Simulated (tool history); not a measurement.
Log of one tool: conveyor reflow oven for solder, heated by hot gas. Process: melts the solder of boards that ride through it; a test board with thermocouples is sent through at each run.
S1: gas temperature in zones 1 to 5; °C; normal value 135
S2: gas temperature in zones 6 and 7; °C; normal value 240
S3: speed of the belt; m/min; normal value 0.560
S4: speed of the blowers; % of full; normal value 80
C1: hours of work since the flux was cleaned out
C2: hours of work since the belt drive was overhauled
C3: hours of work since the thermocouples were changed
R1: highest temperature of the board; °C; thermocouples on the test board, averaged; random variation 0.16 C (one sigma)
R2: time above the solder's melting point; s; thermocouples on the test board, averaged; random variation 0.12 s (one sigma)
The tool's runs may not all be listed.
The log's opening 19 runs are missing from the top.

{"run": 20, "day": 13.667, "S1": 135, "S2": 240, "S3": 0.503, "S4": 56, "C1": 70, "C2": 285, "C3": 474, "R1": 219.3, "R2": 63.4}
{"run": 21, "day": 14.142, "S1": 126, "S2": 237, "S3": 0.56, "S4": 80, "C1": 78, "C2": 293, "C3": 482, "R1": 219.9, "R2": 55.0}
{"run": 22, "day": 15.0, "S1": 140, "S2": 237, "S3": 0.523, "S4": 65, "C1": 92, "C2": 307, "C3": 496, "R1": 219.7, "R2": 63.3}
{"run": 23, "day": 15.471, "S1": 140, "S2": 253, "S3": 0.667, "S4": 62, "C1": 100, "C2": 315, "C3": 504, "R1": 222.6, "R2": 50.1}
{"run": 24, "day": 16.471, "S1": 135, "S2": 242, "S3": 0.56, "S4": 80, "C1": 116, "C2": 331, "C3": 520, "R1": 224.9, "R2": 61.3}
{"run": 25, "day": 17.296, "S1": 128, "S2": 240, "S3": 0.56, "S4": 80, "C1": 130, "C2": 345, "C3": 534, "R1": 221.9, "R2": 57.0}
{"run": 26, "day": 18.242, "S1": 135, "S2": 253, "S3": 0.49, "S4": 80, "C1": 145, "C2": 360, "C3": 549, "R1": 238.6, "R2": 78.1}
{"run": 27, "day": 18.858, "S1": 135, "S2": 240, "S3": 0.56, "S4": 77, "C1": 155, "C2": 371, "C3": 560, "R1": 221.9, "R2": 59.3}
{"run": 28, "day": 19.554, "S1": 141, "S2": 240, "S3": 0.458, "S4": 77, "C1": 167, "C2": 382, "C3": 571, "R1": 227.8, "R2": 80.2}
{"day": 19.771, "done": "thermocouples of zones 6 and 7 changed"}
{"run": 29, "day": 20.329, "S1": 144, "S2": 238, "S3": 0.458, "S4": 52, "C1": 178, "C2": 393, "C3": 9, "R1": 221.9, "R2": 75.7}
{"day": 20.712, "done": "flux residue cleaned out of gas plates and filters"}
{"run": 30, "day": 21.229, "S1": 144, "S2": 238, "S3": 0.644, "S4": 74, "C1": 9, "C2": 405, "C3": 21, "R1": 220.1, "R2": 52.4}
{"run": 31, "day": 21.762, "S1": 144, "S2": 238, "S3": 0.644, "S4": 74, "C1": 17, "C2": 413, "C3": 29, "R1": 219.6, "R2": 52.4}

Alternative continuations, all from the tool just after run 31; predict every row:
{"run": "A", "day": 22.504, "S1": 136, "S2": 238, "S3": 0.644, "S4": 53, "C1": 29, "C2": 426, "C3": 41, "R1": "?", "R2": "?"}
{"run": "B", "day": 22.504, "S1": 135, "S2": 240, "S3": 0.56, "S4": 60, "C1": 29, "C2": 426, "C3": 41, "R1": "?", "R2": "?"}
{"run": "C", "day": 22.504, "S1": 135, "S2": 240, "S3": 0.633, "S4": 80, "C1": 29, "C2": 426, "C3": 41, "R1": "?", "R2": "?"}
{"run": "D", "day": 22.504, "S1": 135, "S2": 240, "S3": 0.56, "S4": 68, "C1": 29, "C2": 426, "C3": 41, "R1": "?", "R2": "?"}

run=A R1=208.8 R2=40.0
run=B R1=219.1 R2=56.8
run=C R1=221.8 R2=52.0
run=D R1=222.1 R2=59.3
The same runs, with their run-to-run variation unchanged, on a tool lacking any hidden condition would have given:
run=A R1=208.8 R2=39.5
run=B R1=219.2 R2=56.2
run=C R1=222.0 R2=51.5
run=D R1=222.2 R2=58.7
